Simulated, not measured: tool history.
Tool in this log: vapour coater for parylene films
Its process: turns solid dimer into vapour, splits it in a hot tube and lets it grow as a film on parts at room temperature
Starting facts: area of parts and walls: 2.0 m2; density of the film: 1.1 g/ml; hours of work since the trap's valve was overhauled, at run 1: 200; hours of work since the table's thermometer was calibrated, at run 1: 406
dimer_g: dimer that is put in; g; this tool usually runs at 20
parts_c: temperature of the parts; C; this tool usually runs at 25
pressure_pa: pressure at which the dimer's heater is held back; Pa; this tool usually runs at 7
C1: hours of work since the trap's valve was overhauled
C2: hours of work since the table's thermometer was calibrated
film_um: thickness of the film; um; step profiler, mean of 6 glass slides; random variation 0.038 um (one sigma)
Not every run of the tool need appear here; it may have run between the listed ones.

{"run": 1, "hour": 0.0, "dimer_g": 20, "parts_c": 25, "pressure_pa": 7, "C1": 200, "C2": 406, "film_um": 4.01}
{"run": 2, "hour": 9.3, "dimer_g": 20, "parts_c": 25, "pressure_pa": 7, "C1": 207, "C2": 413, "film_um": 3.9}
{"run": 3, "hour": 17.8, "dimer_g": 20, "parts_c": 26, "pressure_pa": 7, "C1": 214, "C2": 420, "film_um": 3.9}
{"run": 4, "hour": 24.9, "dimer_g": 20, "parts_c": 26, "pressure_pa": 7, "C1": 219, "C2": 425, "film_um": 3.89}
{"run": 5, "hour": 39.2, "dimer_g": 20, "parts_c": 26, "pressure_pa": 7, "C1": 230, "C2": 436, "film_um": 3.87}
{"run": 6, "hour": 48.2, "dimer_g": 20, "parts_c": 26, "pressure_pa": 7, "C1": 237, "C2": 443, "film_um": 3.93}
{"run": 7, "hour": 59.3, "dimer_g": 20, "parts_c": 26, "pressure_pa": 7, "C1": 246, "C2": 451, "film_um": 3.9}
{"run": 8, "hour": 67.8, "dimer_g": 20, "parts_c": 25, "pressure_pa": 7.35, "C1": 252, "C2": 458, "film_um": 3.94}
{"run": 9, "hour": 81.2, "dimer_g": 20, "parts_c": 25, "pressure_pa": 7.35, "C1": 262, "C2": 468, "film_um": 3.97}
{"run": 10, "hour": 93.1, "dimer_g": 20, "parts_c": 25, "pressure_pa": 7, "C1": 272, "C2": 477, "film_um": 3.95}
{"run": 11, "hour": 105.2, "dimer_g": 20, "parts_c": 25, "pressure_pa": 7, "C1": 281, "C2": 487, "film_um": 3.97}
{"run": 12, "hour": 116.8, "dimer_g": 20, "parts_c": 25, "pressure_pa": 7, "C1": 290, "C2": 495, "film_um": 4}
{"run": 13, "hour": 127.1, "dimer_g": 12, "parts_c": 25, "pressure_pa": 7, "C1": 298, "C2": 503, "film_um": 2.4}
{"run": 14, "hour": 134.5, "dimer_g": 20, "parts_c": 25, "pressure_pa": 3.49, "C1": 303, "C2": 509, "film_um": 4.52}
{"run": 15, "hour": 148.6, "dimer_g": 20, "parts_c": 25, "pressure_pa": 3.49, "C1": 314, "C2": 520, "film_um": 4.53}
{"run": 16, "hour": 156.2, "dimer_g": 20, "parts_c": 25, "pressure_pa": 3.49, "C1": 320, "C2": 526, "film_um": 4.52}
{"run": 17, "hour": 165.0, "dimer_g": 20, "parts_c": 25, "pressure_pa": 3.49, "C1": 327, "C2": 532, "film_um": 4.53}
{"run": 18, "hour": 174.2, "dimer_g": 20, "parts_c": 25, "pressure_pa": 3.49, "C1": 334, "C2": 540, "film_um": 4.43}
{"run": 19, "hour": 188.0, "dimer_g": 20, "parts_c": 25, "pressure_pa": 3.49, "C1": 344, "C2": 550, "film_um": 4.58}
{"run": 20, "hour": 198.3, "dimer_g": 14, "parts_c": 25, "pressure_pa": 7, "C1": 352, "C2": 558, "film_um": 2.78}
{"run": 21, "hour": 207.1, "dimer_g": 14, "parts_c": 25, "pressure_pa": 7, "C1": 359, "C2": 565, "film_um": 2.76}
{"run": 22, "hour": 219.1, "dimer_g": 20, "parts_c": 25, "pressure_pa": 7, "C1": 368, "C2": 574, "film_um": 4.01}
{"run": 23, "hour": 227.5, "dimer_g": 20, "parts_c": 25, "pressure_pa": 7, "C1": 375, "C2": 580, "film_um": 3.96}
{"run": 24, "hour": 240.2, "dimer_g": 18, "parts_c": 25, "pressure_pa": 7, "C1": 384, "C2": 590, "film_um": 3.58}
{"run": 25, "hour": 250.0, "dimer_g": 28, "parts_c": 18, "pressure_pa": 11.12, "C1": 392, "C2": 598, "film_um": 5.68}
{"run": 26, "hour": 262.4, "dimer_g": 24, "parts_c": 30, "pressure_pa": 7, "C1": 401, "C2": 607, "film_um": 4.4}
{"run": 27, "hour": 275.4, "dimer_g": 24, "parts_c": 30, "pressure_pa": 7, "C1": 411, "C2": 617, "film_um": 4.38}
{"run": 28, "hour": 282.4, "dimer_g": 9, "parts_c": 20, "pressure_pa": 3.55, "C1": 417, "C2": 623, "film_um": 2.15}
{"run": 29, "hour": 291.1, "dimer_g": 23, "parts_c": 36, "pressure_pa": 3.83, "C1": 424, "C2": 629, "film_um": 4.28}
{"run": 30, "hour": 305.8, "dimer_g": 20, "parts_c": 31, "pressure_pa": 3.83, "C1": 435, "C2": 641, "film_um": 3.88}
{"run": 31, "hour": 319.9, "dimer_g": 20, "parts_c": 35, "pressure_pa": 11.27, "C1": 446, "C2": 651, "film_um": 3.08}
{"run": 32, "hour": 330.4, "dimer_g": 9, "parts_c": 35, "pressure_pa": 3.3, "C1": 454, "C2": 659, "film_um": 1.72}

Run 33 is up next; what results do you expect?
{"run": 33, "hour": 340.8, "dimer_g": 19, "parts_c": 33, "pressure_pa": 6.47, "C1": 462, "C2": 667, "film_um": "?"}

{"run 33": {"film_um": 3.31}}
The same run, on a tool lacking any hidden state, would have yielded film_um 3.33 um.
